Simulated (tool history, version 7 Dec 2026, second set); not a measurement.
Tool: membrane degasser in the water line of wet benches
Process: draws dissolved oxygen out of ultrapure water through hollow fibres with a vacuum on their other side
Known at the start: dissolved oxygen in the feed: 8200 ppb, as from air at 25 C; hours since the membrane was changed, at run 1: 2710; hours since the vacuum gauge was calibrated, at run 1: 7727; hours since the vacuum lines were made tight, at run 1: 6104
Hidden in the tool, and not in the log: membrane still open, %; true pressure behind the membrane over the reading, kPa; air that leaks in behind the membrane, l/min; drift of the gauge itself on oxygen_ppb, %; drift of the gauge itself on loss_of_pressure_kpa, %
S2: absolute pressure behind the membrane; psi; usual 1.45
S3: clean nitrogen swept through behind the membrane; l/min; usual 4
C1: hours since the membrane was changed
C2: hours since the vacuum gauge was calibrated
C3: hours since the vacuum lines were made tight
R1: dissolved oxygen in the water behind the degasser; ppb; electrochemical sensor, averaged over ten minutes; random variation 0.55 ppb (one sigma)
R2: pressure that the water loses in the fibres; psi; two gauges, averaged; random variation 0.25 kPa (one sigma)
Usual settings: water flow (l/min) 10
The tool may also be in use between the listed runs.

Run 1, day 0: usual settings; C1 2710; C2 7727; C3 6104. Result: R1 52.3 ppb, R2 9.633 psi.
Run 2, day 2.104: usual settings but water flow (l/min) 9; C1 2761; C2 7778; C3 6154. Result: R1 46.4 ppb, R2 8.665 psi.
Run 3, day 4.375: usual settings but S2 2.65 psi; C1 2815; C2 7832; C3 6209. Result: R1 106 ppb, R2 9.651 psi.
Run 4, day 6.562: usual settings but S2 3.19 psi; C1 2868; C2 7885; C3 6261. Result: R1 129.1 ppb, R2 9.578 psi.
Run 5, day 9.788: usual settings but S2 3.19 psi; C1 2945; C2 7962; C3 6339. Result: R1 131.1 ppb, R2 9.622 psi.
Run 6, day 11.85: usual settings but S2 1.31 psi; C1 2995; C2 8011; C3 6388. Result: R1 45.6 ppb, R2 9.67 psi.
Run 7, day 15.654: usual settings but S2 1.31 psi; C1 3086; C2 8103; C3 6480. Result: R1 46 ppb, R2 9.668 psi.
Run 8, day 17.821: usual settings but S2 1.31 psi; C1 3138; C2 8155; C3 6532. Result: R1 46.7 ppb, R2 9.625 psi.
Run 9, day 20.046: usual settings but S2 1.31 psi; C1 3191; C2 8208; C3 6585. Result: R1 45.8 ppb, R2 9.716 psi.
Run 10, day 23.246: usual settings but water flow (l/min) 8, S2 1.31 psi; C1 3268; C2 8285; C3 6662. Result: R1 35.6 ppb, R2 7.716 psi.
Run 11, day 27.433: usual settings but S2 1.33 psi; C1 3369; C2 8385; C3 6762. Result: R1 48 ppb, R2 9.731 psi.
Run 12, day 30.658: usual settings but S2 1.33 psi; C1 3446; C2 8463; C3 6840. Result: R1 48.2 ppb, R2 9.702 psi.
Run 13, day 33.583: usual settings but S2 1.33 psi; C1 3516; C2 8533; C3 6910. Result: R1 48.5 ppb, R2 9.706 psi.
Run 14, day 36.771: usual settings; C1 3593; C2 8610; C3 6986. Result: R1 53.1 ppb, R2 9.631 psi.
Run 15, day 40.817: usual settings; C1 3690; C2 8707; C3 7083. Result: R1 52.6 ppb, R2 9.693 psi.
Run 16, day 43.954: usual settings; C1 3765; C2 8782; C3 7159. Result: R1 53.9 ppb, R2 9.687 psi.
At day 47.45: vacuum gauge calibrated.
Run 17, day 48.104: usual settings but S2 2.67 psi, S3 1.98 l/min; C1 3864; C2 16; C3 7258. Result: R1 205 ppb, R2 9.639 psi.
Run 18, day 51.525: usual settings but S2 2.67 psi, S3 1.98 l/min; C1 3946; C2 98; C3 7340. Result: R1 199.9 ppb, R2 9.725 psi.
Run 19, day 54.754: usual settings but S2 2.35 psi, S3 6.04 l/min; C1 4024; C2 175; C3 7418. Result: R1 64.1 ppb, R2 9.745 psi.
Run 20, day 57.246: usual settings but water flow (l/min) 12, S2 1.09 psi; C1 4084; C2 235; C3 7477. Result: R1 45.1 ppb, R2 11.719 psi.
Run 21, day 60.271: usual settings but water flow (l/min) 9, S2 1.65 psi; C1 4156; C2 308; C3 7550. Result: R1 54.7 ppb, R2 8.743 psi.
Run 22, day 63.75: usual settings but water flow (l/min) 8, S2 1.65 psi, S3 9.48 l/min; C1 4240; C2 391; C3 7633. Result: R1 22 ppb, R2 7.797 psi.
Run 23, day 67.004: usual settings but water flow (l/min) 12, S2 1.81 psi, S3 10.91 l/min; C1 4318; C2 469; C3 7712. Result: R1 37.9 ppb, R2 11.696 psi.
Run 24, day 71.021: usual settings but S2 1.35 psi; C1 4414; C2 566; C3 7808. Result: R1 47.5 ppb, R2 9.748 psi.
Run 25, day 73.575: usual settings but S2 1.35 psi; C1 4475; C2 627; C3 7869. Result: R1 47 ppb, R2 9.797 psi.
Run 26, day 77.346: usual settings but S2 1.35 psi; C1 4566; C2 718; C3 7960. Result: R1 47.3 ppb, R2 9.716 psi.
Run 27, day 79.346: usual settings but S2 1.35 psi; C1 4614; C2 765; C3 8008. Result: R1 47.8 ppb, R2 9.651 psi.
Run 28, day 83.754: usual settings but S2 1.35 psi; C1 4720; C2 871; C3 8114. Result: R1 47 ppb, R2 9.694 psi.

How the hidden state differs across the entries between the runs, from the last listed run before each to the first after it:
Between runs 16 and 17: vacuum gauge calibrated (day 47.45)
  true pressure behind the membrane over the reading, kPa: 0.35 -> 0.03; air that leaks in behind the membrane, l/min: 0.021 -> 0.0213
  measured less the result without the state, R1: +5.5 -> +11.4 ppb; R2: +0.183 -> +0.186 psi
